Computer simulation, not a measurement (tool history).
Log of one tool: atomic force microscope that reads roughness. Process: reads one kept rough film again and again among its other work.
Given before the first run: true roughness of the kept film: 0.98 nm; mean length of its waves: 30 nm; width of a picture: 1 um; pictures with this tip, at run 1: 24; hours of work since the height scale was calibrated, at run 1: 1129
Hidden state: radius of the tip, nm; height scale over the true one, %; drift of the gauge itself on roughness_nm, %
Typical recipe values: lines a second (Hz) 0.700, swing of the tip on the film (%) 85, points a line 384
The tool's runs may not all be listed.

run    hour  lines a second (Hz)  swing of the tip on the film (%)  points a line  pictures with this tip  hours of work since the height scale was calibrated  roughness of the kept film (nm (root mean square))
  1     0.0                0.700                                85            384                      24                                                 1129                                               0.865
  2    33.3                0.700                                85            384                     106                                                 1154                                               0.810
       37.6  -- new tip fitted
  3    80.0                0.700                                85            384                     104                                                 1189                                               0.827
       87.5  -- new tip fitted
  4   115.7                0.700                                85            384                      69                                                 1215                                               0.836
      134.8  -- new tip fitted
  5   151.0                0.700                                57            384                      40                                                 1241                                               0.911
  6   171.9                0.700                                85            384                      92                                                 1257                                               0.830
      181.9  -- new tip fitted
  7   208.4                0.700                                85            384                      65                                                 1284                                               0.833
      229.2  -- new tip fitted
  8   236.8                0.700                                85            384                      19                                                 1304                                               0.870
      278.4  -- new tip fitted
  9   286.3                2.869                                85            384                      20                                                 1341                                               0.701
 10   319.2                2.869                                85            384                     101                                                 1366                                               0.660
      326.6  -- new tip fitted
 11   357.7                2.869                                85            384                      77                                                 1394                                               0.672
      373.5  -- new tip fitted
 12   383.2                0.700                                85            384                      24                                                 1413                                               0.863
      421.0  -- new tip fitted
 13   426.1                1.298                                85            384                      13                                                 1445                                               0.817
      467.7  -- new tip fitted
 14   467.7                1.298                                85            384                       0                                                 1475                                               0.831
 15   509.0                1.298                                85            384                     102                                                 1506                                               0.772
      516.0  -- new tip fitted
 16   531.4                1.298                                85            384                      38                                                 1523                                               0.811
 17   561.2                1.298                                85            384                     111                                                 1545                                               0.776
      563.9  -- new tip fitted
 18   608.2                0.700                                55            384                     109                                                 1580                                               0.868
      613.1  -- new tip fitted
 19   639.3                0.700                                85            370                      64                                                 1603                                               0.845
      661.9  -- new tip fitted
 20   664.4                0.700                                85            370                       6                                                 1621                                               0.885
 21   684.0                0.700                                61            370                      54                                                 1636                                               0.904
      710.1  -- new tip fitted
 22   729.9                0.700                                85            384                      49                                                 1670                                               0.854
 23   750.5                0.700                                85            384                     100                                                 1685                                               0.822
      756.9  -- new tip fitted
 24   786.5                0.700                                85            384                      72                                                 1711                                               0.836
      803.4  -- new tip fitted
 25   820.3                0.700                                85            384                      42                                                 1736                                               0.866
      852.3  -- new tip fitted
 26   861.4                0.796                                62            384                      23                                                 1767                                               0.918
 27   890.8                0.796                                62            384                      95                                                 1789                                               0.874
      900.1  -- new tip fitted
 28   914.8                1.091                                62            256                      36                                                 1806                                               0.891
      946.9  -- new tip fitted
 29   950.4                2.731                                56            384                       8                                                 1833                                               0.903
      995.8  -- new tip fitted
 30   998.2                2.731                                56            384                       6                                                 1868                                               0.904
 31  1038.1                0.753                                69            384                     105                                                 1898                                               0.860
     1042.2  -- new tip fitted
 32  1063.9                0.753                                69            384                      54                                                 1917                                               0.887
 33  1084.6                0.753                                69            384                     105                                                 1932                                               0.853
     1089.4  -- new tip fitted
 34  1131.2                0.753                                69            384                     103                                                 1967                                               0.854
     1137.9  -- new tip fitted
 35  1172.7                2.040                                62            349                      86                                                 1997                                               0.839
     1187.3  -- new tip fitted
 36  1195.3                2.040                                62            349                      20                                                 2014                                               0.889
 37  1218.4                2.040                                62            349                      77                                                 2031                                               0.841
     1236.5  -- new tip fitted
 38  1265.5                2.040                                69           1011                      72                                                 2066                                               0.828
     1284.4  -- new tip fitted
 39  1288.3                3.694                                79            384                      10                                                 2083                                               0.712
 40  1316.7                1.408                                58            384                      80                                                 2104                                               0.877
     1331.2  -- new tip fitted
 41  1361.2                0.700                                74           1001                      74                                                 2137                                               0.863
     1377.5  -- new tip fitted
 42  1389.0                0.700                                74           1001                      29                                                 2157                                               0.907
     1425.9  -- new tip fitted
 43  1433.5                2.353                                77            653                      19                                                 2190                                               0.809
     1473.9  -- new tip fitted
 44  1473.9                0.804                                77            543                       0                                                 2220                                               0.907
     1489.2  -- height scale calibrated on a step standard
 45  1512.0                0.700                                62            384                      92                                                   17                                               0.864
     1521.5  -- new tip fitted
 46  1546.3                0.584                                81            905                      61                                                   42                                               0.869

Run 47 has not been measured yet. What should we expect?
     1568.7  -- new tip fitted
 47  1572.5                0.584                                81            905                       9                                                   62                                                   ?

{"run 47": {"roughness of the kept film (nm (root mean square))": 0.89}}
Take away the tool's hidden state, keep the run-to-run variation as it was, and the same run would have given roughness of the kept film (nm (root mean square)) 0.896.

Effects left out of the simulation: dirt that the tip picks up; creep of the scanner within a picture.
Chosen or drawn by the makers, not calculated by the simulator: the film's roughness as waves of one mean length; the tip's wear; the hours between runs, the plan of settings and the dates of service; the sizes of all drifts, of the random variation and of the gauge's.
